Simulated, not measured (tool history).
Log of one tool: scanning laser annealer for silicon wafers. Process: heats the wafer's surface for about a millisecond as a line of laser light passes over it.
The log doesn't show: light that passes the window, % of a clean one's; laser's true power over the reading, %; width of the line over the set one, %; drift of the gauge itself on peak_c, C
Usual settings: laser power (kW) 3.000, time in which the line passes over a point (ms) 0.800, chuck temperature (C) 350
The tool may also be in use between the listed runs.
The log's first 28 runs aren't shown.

run,hour,laser power (kW),time in which the line passes over a point (ms),chuck temperature (C),hours of work since the window was cleaned,hours of work since the power meter was calibrated,hours of work since the optics were aligned,highest temperature of the surface (C)
29,968.7,3.000,0.783,328,214,1823,552,1095
30,993.3,3.000,0.783,328,233,1842,571,1092
31,1039.2,3.000,0.643,378,268,1876,606,1064
32,1067.9,2.855,0.643,334,290,1898,628,975
33,1095.3,2.855,0.643,334,311,1919,649,976
34,1124.8,2.855,0.643,334,333,1941,671,976
35,1156.2,2.841,0.800,317,357,1965,695,1034
36,1180.0,2.680,0.800,389,375,1983,713,1052
37,1216.1,2.896,0.934,370,402,2011,740,1175
38,1252.9,3.293,0.756,351,430,2039,768,1193
39,1274.1,3.248,0.790,389,446,2055,785,1236
40,1298.5,2.816,0.866,366,465,2074,803,1107
41,1322.7,2.816,0.866,366,483,2092,822,1104

4 ways to go on from here, each from the tool as it stands after run 41. What would each give?
A,1353.9,2.816,0.620,314,507,2116,845,?
B,1353.9,2.862,0.568,320,507,2116,845,?
C,1353.9,2.816,0.866,348,507,2116,845,?
D,1353.9,2.931,0.821,366,507,2116,845,?

run,highest temperature of the surface (C)
A,926
B,918
C,1084
D,1120
Without the tool's hidden state the same runs would have given:
run,highest temperature of the surface (C)
A,936
B,928
C,1097
D,1133
